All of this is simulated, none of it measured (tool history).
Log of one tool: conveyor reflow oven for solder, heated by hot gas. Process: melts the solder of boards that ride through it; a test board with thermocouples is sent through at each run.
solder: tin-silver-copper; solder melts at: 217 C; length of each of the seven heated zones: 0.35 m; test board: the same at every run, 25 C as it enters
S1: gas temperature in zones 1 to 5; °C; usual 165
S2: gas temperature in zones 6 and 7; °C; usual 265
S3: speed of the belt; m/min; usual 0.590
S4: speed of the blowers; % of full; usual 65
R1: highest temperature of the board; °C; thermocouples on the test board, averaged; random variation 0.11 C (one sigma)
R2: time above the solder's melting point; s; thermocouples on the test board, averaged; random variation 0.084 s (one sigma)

run	hour	S1	S2	S3	S4	R1	R2
1	0.0	165	265	0.590	65	249.4	50.21
2	33.1	165	265	0.590	65	249.1	50.15
3	84.7	165	265	0.590	65	249.3	50.18
4	114.7	175	265	0.590	65	250.8	54.65
5	145.9	175	265	0.590	65	250.6	54.67
6	202.2	175	265	0.590	65	250.5	54.55
7	245.1	173	265	0.590	65	250.1	53.52
8	290.1	173	265	0.590	65	250.3	53.43
9	345.1	165	265	0.637	65	246.3	44.27
10	370.5	165	265	0.590	87	253.2	54.64
11	421.4	165	265	0.590	87	252.9	54.57
12	458.7	165	265	0.590	87	252.7	54.38
13	518.4	165	265	0.590	87	251.4	51.04
14	561.0	165	265	0.590	87	251.4	51.11
15	588.8	165	265	0.590	87	251.3	51.08
16	645.4	178	258	0.623	55	239.6	40.75
17	672.6	178	258	0.623	55	239.6	40.75
18	714.4	178	263	0.475	55	251.4	68.76
19	769.7	176	262	0.475	55	251.5	68.00
20	826.7	165	265	0.590	55	246.7	46.08
21	876.5	165	265	0.590	55	246.8	46.06
22	923.9	165	265	0.590	55	246.8	45.98
23	971.0	165	257	0.513	84	249.1	58.93
24	1025.5	165	257	0.513	84	248.8	59.07
25	1060.8	152	265	0.487	65	253.2	60.05
26	1109.0	152	265	0.514	78	253.8	58.09
27	1147.3	152	265	0.514	78	253.7	57.99
28	1184.1	152	265	0.514	78	253.8	57.90
29	1238.4	151	265	0.582	65	247.0	43.59

Not shown: 4 entries that the log had between the listed runs. Between which runs, and how does the tool's hidden state differ before and after?
Between runs 8 and 9: belt drive overhauled, speed set with a stopwatch (hour 326.0)
  heat that the gas passes to the board, % of a clean oven's: 96.6 -> 96.3; belt's true speed, % of the reading: 97 -> 96.15; true gas temperature in zones 6 and 7 over the reading, C: -0.55 -> -0.59
  measured less the result without the state, R1: -0.2 -> -0.1 °C; R2: +1.49 -> +1.81 s
Between runs 12 and 13: belt drive overhauled, speed set with a stopwatch, once more (hour 507.4)
  heat that the gas passes to the board, % of a clean oven's: 95.6 -> 95.3; belt's true speed, % of the reading: 96.03 -> 100.13; true gas temperature in zones 6 and 7 over the reading, C: -0.69 -> -0.74
  measured less the result without the state, R1: -0.6 -> -1.8 °C; R2: +1.87 -> -1.56 s
Between runs 18 and 19: thermocouples of zones 6 and 7 changed (hour 719.8)
  heat that the gas passes to the board, % of a clean oven's: 94.2 -> 93.9; belt's true speed, % of the reading: 99.91 -> 99.85; true gas temperature in zones 6 and 7 over the reading, C: -0.91 -> 0.59
  measured less the result without the state, R1: -1.6 -> -0.3 °C; R2: -1.47 -> -0.50 s
Between runs 19 and 20: flux residue cleaned out of gas plates and filters (hour 790.2)
  heat that the gas passes to the board, % of a clean oven's: 93.9 -> 99.1; belt's true speed, % of the reading: 99.85 -> 99.8; true gas temperature in zones 6 and 7 over the reading, C: 0.59 -> 0.54
  measured less the result without the state, R1: -0.3 -> +0.4 °C; R2: -0.50 -> +0.35 s
